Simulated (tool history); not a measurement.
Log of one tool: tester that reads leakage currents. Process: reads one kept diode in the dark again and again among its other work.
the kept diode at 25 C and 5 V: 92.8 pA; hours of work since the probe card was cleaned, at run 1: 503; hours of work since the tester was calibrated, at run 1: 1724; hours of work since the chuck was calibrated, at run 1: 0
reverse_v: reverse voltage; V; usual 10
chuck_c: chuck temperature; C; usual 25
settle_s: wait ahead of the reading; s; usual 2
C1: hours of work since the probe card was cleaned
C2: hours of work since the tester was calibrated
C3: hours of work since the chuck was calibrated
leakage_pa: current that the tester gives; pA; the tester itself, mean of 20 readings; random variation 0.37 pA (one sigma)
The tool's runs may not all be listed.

{"run": 1, "hour": 0.0, "reverse_v": 10, "chuck_c": 25, "settle_s": 2, "C1": 503, "C2": 1724, "C3": 0, "leakage_pa": 130.54}
{"run": 2, "hour": 80.3, "reverse_v": 10, "chuck_c": 25, "settle_s": 2, "C1": 554, "C2": 1776, "C3": 52, "leakage_pa": 133.5}
{"run": 3, "hour": 169.2, "reverse_v": 10, "chuck_c": 38, "settle_s": 2, "C1": 611, "C2": 1833, "C3": 109, "leakage_pa": 396.74}
{"run": 4, "hour": 236.1, "reverse_v": 10, "chuck_c": 38, "settle_s": 2, "C1": 654, "C2": 1876, "C3": 152, "leakage_pa": 403.18}
{"run": 5, "hour": 336.3, "reverse_v": 10, "chuck_c": 38, "settle_s": 2, "C1": 719, "C2": 1940, "C3": 216, "leakage_pa": 413.96}
{"run": 6, "hour": 416.9, "reverse_v": 10, "chuck_c": 38, "settle_s": 2, "C1": 771, "C2": 1992, "C3": 268, "leakage_pa": 414.69}
{"run": 7, "hour": 495.2, "reverse_v": 10, "chuck_c": 38, "settle_s": 3.37, "C1": 821, "C2": 2043, "C3": 318, "leakage_pa": 420.08}
{"run": 8, "hour": 630.1, "reverse_v": 10, "chuck_c": 38, "settle_s": 3.37, "C1": 908, "C2": 2129, "C3": 405, "leakage_pa": 432.51}
{"run": 9, "hour": 749.6, "reverse_v": 10, "chuck_c": 38, "settle_s": 3.37, "C1": 985, "C2": 2206, "C3": 482, "leakage_pa": 443.44}
{"run": 10, "hour": 823.6, "reverse_v": 10, "chuck_c": 38, "settle_s": 3.37, "C1": 1032, "C2": 2254, "C3": 530, "leakage_pa": 446.29}
{"run": 11, "hour": 886.6, "reverse_v": 10, "chuck_c": 38, "settle_s": 3.37, "C1": 1073, "C2": 2294, "C3": 570, "leakage_pa": 455.05}
{"run": 12, "hour": 945.9, "reverse_v": 10, "chuck_c": 25, "settle_s": 2, "C1": 1111, "C2": 2332, "C3": 608, "leakage_pa": 161.58}
{"run": 13, "hour": 1072.5, "reverse_v": 10, "chuck_c": 25, "settle_s": 0.41, "C1": 1192, "C2": 2414, "C3": 690, "leakage_pa": 171.01}
{"hour": 1097.6, "done": "chuck's temperature calibrated"}
{"run": 14, "hour": 1169.6, "reverse_v": 10, "chuck_c": 59, "settle_s": 2, "C1": 1254, "C2": 2475, "C3": 46, "leakage_pa": 1953.2}
{"run": 15, "hour": 1304.8, "reverse_v": 10, "chuck_c": 59, "settle_s": 2, "C1": 1340, "C2": 2562, "C3": 133, "leakage_pa": 1992.82}
{"run": 16, "hour": 1384.9, "reverse_v": 10, "chuck_c": 25, "settle_s": 1.36, "C1": 1392, "C2": 2614, "C3": 185, "leakage_pa": 147.61}
{"run": 17, "hour": 1496.1, "reverse_v": 10, "chuck_c": 25, "settle_s": 2, "C1": 1463, "C2": 2685, "C3": 256, "leakage_pa": 150.83}
{"run": 18, "hour": 1593.6, "reverse_v": 10, "chuck_c": 25, "settle_s": 2, "C1": 1526, "C2": 2748, "C3": 319, "leakage_pa": 154.55}
{"run": 19, "hour": 1693.6, "reverse_v": 10, "chuck_c": 25, "settle_s": 2, "C1": 1590, "C2": 2812, "C3": 383, "leakage_pa": 158.98}
{"run": 20, "hour": 1768.6, "reverse_v": 10, "chuck_c": 25, "settle_s": 5.44, "C1": 1639, "C2": 2860, "C3": 432, "leakage_pa": 158.94}
{"run": 21, "hour": 1872.4, "reverse_v": 15.9, "chuck_c": 33, "settle_s": 1.4, "C1": 1705, "C2": 2927, "C3": 498, "leakage_pa": 374.28}
{"hour": 1959.0, "done": "tester calibrated"}
{"run": 22, "hour": 1974.7, "reverse_v": 15.9, "chuck_c": 20, "settle_s": 1.4, "C1": 1770, "C2": 10, "C3": 563, "leakage_pa": 150.47}
{"run": 23, "hour": 2087.0, "reverse_v": 15.9, "chuck_c": 20, "settle_s": 1.4, "C1": 1842, "C2": 82, "C3": 635, "leakage_pa": 154.57}
{"run": 24, "hour": 2161.9, "reverse_v": 15.9, "chuck_c": 20, "settle_s": 1.4, "C1": 1890, "C2": 131, "C3": 683, "leakage_pa": 157.6}

The next listed run, before its measurement:
{"hour": 2196.7, "done": "chuck's temperature calibrated"}
{"run": 25, "hour": 2270.5, "reverse_v": 10, "chuck_c": 53, "settle_s": 2, "C1": 1959, "C2": 199, "C3": 47, "leakage_pa": "?"}

leakage_pa: 1280.61 pA
Without the tool's hidden state the same run would have given leakage_pa 1244.63 pA.
